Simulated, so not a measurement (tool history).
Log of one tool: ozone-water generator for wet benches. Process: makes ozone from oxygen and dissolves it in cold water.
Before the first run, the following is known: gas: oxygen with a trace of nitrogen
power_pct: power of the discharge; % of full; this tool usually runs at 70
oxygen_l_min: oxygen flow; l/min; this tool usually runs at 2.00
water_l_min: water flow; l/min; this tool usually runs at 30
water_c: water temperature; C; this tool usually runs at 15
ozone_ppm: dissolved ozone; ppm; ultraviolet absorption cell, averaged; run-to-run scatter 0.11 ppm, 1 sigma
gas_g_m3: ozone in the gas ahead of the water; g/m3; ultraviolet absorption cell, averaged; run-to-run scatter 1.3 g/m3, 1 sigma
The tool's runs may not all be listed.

| run | hour | power_pct | oxygen_l_min | water_l_min | water_c | ozone_ppm | gas_g_m3 |
|---|---|---|---|---|---|---|---|
| 1 | 0.0 | 70 | 2.00 | 30 | 15 | 8.5 | 232.0 |
| 2 | 63.4 | 70 | 2.00 | 30 | 15 | 8.5 | 230.4 |
| 3 | 128.2 | 70 | 2.00 | 30 | 15 | 8.6 | 231.2 |
| 4 | 202.6 | 70 | 2.00 | 30 | 15 | 8.5 | 230.3 |
| 5 | 311.9 | 70 | 2.00 | 36 | 15 | 7.0 | 228.4 |
| 6 | 386.7 | 70 | 1.43 | 36 | 15 | 6.7 | 291.7 |
| 7 | 471.2 | 70 | 1.43 | 36 | 15 | 6.5 | 291.9 |
| 8 | 525.4 | 70 | 1.43 | 36 | 15 | 6.6 | 290.5 |
| 9 | 624.5 | 70 | 1.43 | 24 | 15 | 10.3 | 291.1 |
| 10 | 689.7 | 70 | 1.43 | 24 | 15 | 10.2 | 293.8 |
| 11 | 762.5 | 70 | 1.43 | 24 | 10 | 10.5 | 289.8 |
| 12 | 832.8 | 70 | 1.43 | 24 | 10 | 10.7 | 289.0 |
| 13 | 900.2 | 70 | 1.43 | 24 | 18 | 10.3 | 290.4 |
| 14 | 987.2 | 70 | 1.43 | 24 | 18 | 10.1 | 292.3 |
| 15 | 1070.5 | 70 | 1.43 | 24 | 18 | 10.1 | 287.3 |
| 16 | 1119.2 | 70 | 1.43 | 24 | 18 | 10.0 | 291.4 |
| 17 | 1174.3 | 70 | 1.43 | 24 | 18 | 10.1 | 290.5 |
| 18 | 1268.3 | 70 | 1.43 | 24 | 18 | 10.3 | 291.3 |
| 19 | 1336.8 | 70 | 2.00 | 27 | 15 | 9.5 | 231.3 |
| 20 | 1444.6 | 97 | 2.27 | 20 | 19 | 15.8 | 263.6 |
| 21 | 1549.8 | 97 | 2.27 | 20 | 19 | 16.0 | 263.5 |
| 22 | 1600.9 | 81 | 1.11 | 26 | 10 | 10.1 | 380.2 |
| 23 | 1677.6 | 70 | 1.15 | 19 | 11 | 13.0 | 339.4 |
| 24 | 1790.7 | 70 | 1.15 | 19 | 11 | 12.8 | 338.3 |
| 25 | 1870.2 | 78 | 2.00 | 22 | 15 | 12.6 | 248.1 |
| 26 | 1961.5 | 78 | 2.00 | 22 | 15 | 12.9 | 248.9 |
| 27 | 2031.3 | 70 | 2.00 | 30 | 15 | 8.6 | 229.9 |
| 28 | 2092.8 | 70 | 2.00 | 30 | 15 | 8.6 | 227.8 |
| 29 | 2139.0 | 53 | 2.00 | 19 | 15 | 11.2 | 190.2 |
| 30 | 2191.0 | 85 | 2.00 | 21 | 8 | 15.0 | 261.8 |
| 31 | 2281.2 | 44 | 1.58 | 45 | 18 | 3.5 | 199.1 |
| 32 | 2366.3 | 44 | 2.81 | 38 | 18 | 4.9 | 133.3 |

The next listed run, before its measurement:
| 33 | 2460.9 | 44 | 2.81 | 38 | 18 | ? | ? |

ozone_ppm: 4.9 ppm
gas_g_m3: 133.9 g/m3
The same run, on a tool lacking any hidden state, would have yielded ozone_ppm 4.9 ppm, gas_g_m3 134.0 g/m3.
